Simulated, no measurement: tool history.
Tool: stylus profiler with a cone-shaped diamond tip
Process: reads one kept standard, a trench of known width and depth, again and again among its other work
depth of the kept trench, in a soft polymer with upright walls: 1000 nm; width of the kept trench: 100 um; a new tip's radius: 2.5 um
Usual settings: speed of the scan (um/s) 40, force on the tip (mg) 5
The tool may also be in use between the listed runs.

| run | day | speed of the scan (um/s) | force on the tip (mg) | depth of the trench (Å) | width of the trench's floor (µm) |
|---|---|---|---|---|---|
| 1 | 0 | 40 | 5 | 10235.3 | 93.24 |
| 2 | 1.462 | 40 | 5 | 10240.1 | 93.16 |
| 3 | 2.267 | 40 | 7.77 | 10311.7 | 93.21 |
|  | 3.388 | new tip fitted, height scale calibrated |
| 4 | 3.492 | 144 | 7.77 | 10310.1 | 95.86 |
| 5 | 4.638 | 144 | 7.77 | 10312.6 | 95.79 |
| 6 | 5.592 | 109 | 7.77 | 10307.6 | 95.79 |
| 7 | 6.65 | 109 | 7.77 | 10312.4 | 95.74 |
| 8 | 7.358 | 109 | 7.77 | 10312.9 | 95.64 |
| 9 | 8.633 | 40 | 5 | 10236.2 | 95.64 |
| 10 | 10.033 | 48 | 5 | 10232.8 | 95.55 |
| 11 | 11.446 | 48 | 5 | 10229.2 | 95.48 |
| 12 | 12.204 | 48 | 5 | 10231.4 | 95.49 |
| 13 | 12.967 | 28 | 5 | 10229.1 | 95.45 |
| 14 | 14.575 | 28 | 5 | 10233.4 | 95.35 |
| 15 | 15.738 | 28 | 5 | 10233.9 | 95.31 |
| 16 | 17.083 | 28 | 5.96 | 10265.7 | 95.21 |
| 17 | 18.788 | 28 | 5.96 | 10264.8 | 95.14 |
| 18 | 19.733 | 28 | 5.96 | 10266 | 95.09 |
| 19 | 21.017 | 40 | 6.28 | 10272.3 | 94.99 |
| 20 | 22.392 | 40 | 6.28 | 10272.6 | 94.92 |
| 21 | 23.325 | 40 | 6.28 | 10274.7 | 94.9 |
| 22 | 24.883 | 40 | 6.28 | 10278.8 | 94.77 |
| 23 | 25.604 | 141 | 5 | 10232.8 | 94.58 |
| 24 | 27.275 | 141 | 5 | 10232.6 | 94.5 |
| 25 | 28.825 | 141 | 5 | 10239.3 | 94.47 |
| 26 | 29.938 | 141 | 5 | 10238.9 | 94.41 |
| 27 | 31.333 | 52 | 5.92 | 10264.2 | 94.46 |
| 28 | 32.379 | 10 | 5 | 10233 | 94.5 |
| 29 | 33.504 | 22 | 5 | 10241.9 | 94.47 |
| 30 | 34.542 | 22 | 5 | 10238.9 | 94.43 |
| 31 | 35.658 | 35 | 7.44 | 10310.9 | 94.39 |
| 32 | 36.383 | 75 | 7.44 | 10311 | 94.23 |
| 33 | 37.479 | 75 | 7.44 | 10307.7 | 94.19 |
| 34 | 38.417 | 159 | 14 | 10471.8 | 94.09 |
| 35 | 39.308 | 63 | 7.9 | 10320.6 | 94.17 |
| 36 | 40.396 | 90 | 2.16 | 10142.2 | 93.89 |
| 37 | 42.146 | 40 | 2.52 | 10156.7 | 94 |
| 38 | 43.212 | 14 | 3.66 | 10193.7 | 94.05 |
| 39 | 44.125 | 14 | 3.66 | 10198.8 | 94.02 |
| 40 | 45.746 | 59 | 3.89 | 10204.8 | 93.87 |
| 41 | 46.654 | 59 | 3.89 | 10204 | 93.84 |
| 42 | 48.125 | 44 | 11.92 | 10424.1 | 93.82 |
| 43 | 49.2 | 44 | 11.92 | 10423.8 | 93.76 |
| 44 | 50.958 | 44 | 11.92 | 10425.9 | 93.69 |
| 45 | 52.079 | 44 | 11.92 | 10428.9 | 93.66 |
| 46 | 53.733 | 44 | 11.92 | 10425 | 93.64 |
| 47 | 54.762 | 44 | 11.92 | 10428.2 | 93.59 |

Forecast each of these 3 alternatives for the next run:
| A | 56.058 | 40 | 4.25 | ? | ? |
| B | 56.058 | 90 | 2.37 | ? | ? |
| C | 56.058 | 117 | 2.84 | ? | ? |

| run | depth of the trench (Å) | width of the trench's floor (µm) |
|---|---|---|
| A | 10220.6 | 93.44 |
| B | 10152.3 | 93.36 |
| C | 10169.3 | 93.29 |
Without the tool's hidden state the same runs would have given:
| run | depth of the trench (Å) | width of the trench's floor (µm) |
|---|---|---|
| A | 10210.4 | 95.86 |
| B | 10142.1 | 95.78 |
| C | 10159.1 | 95.72 |

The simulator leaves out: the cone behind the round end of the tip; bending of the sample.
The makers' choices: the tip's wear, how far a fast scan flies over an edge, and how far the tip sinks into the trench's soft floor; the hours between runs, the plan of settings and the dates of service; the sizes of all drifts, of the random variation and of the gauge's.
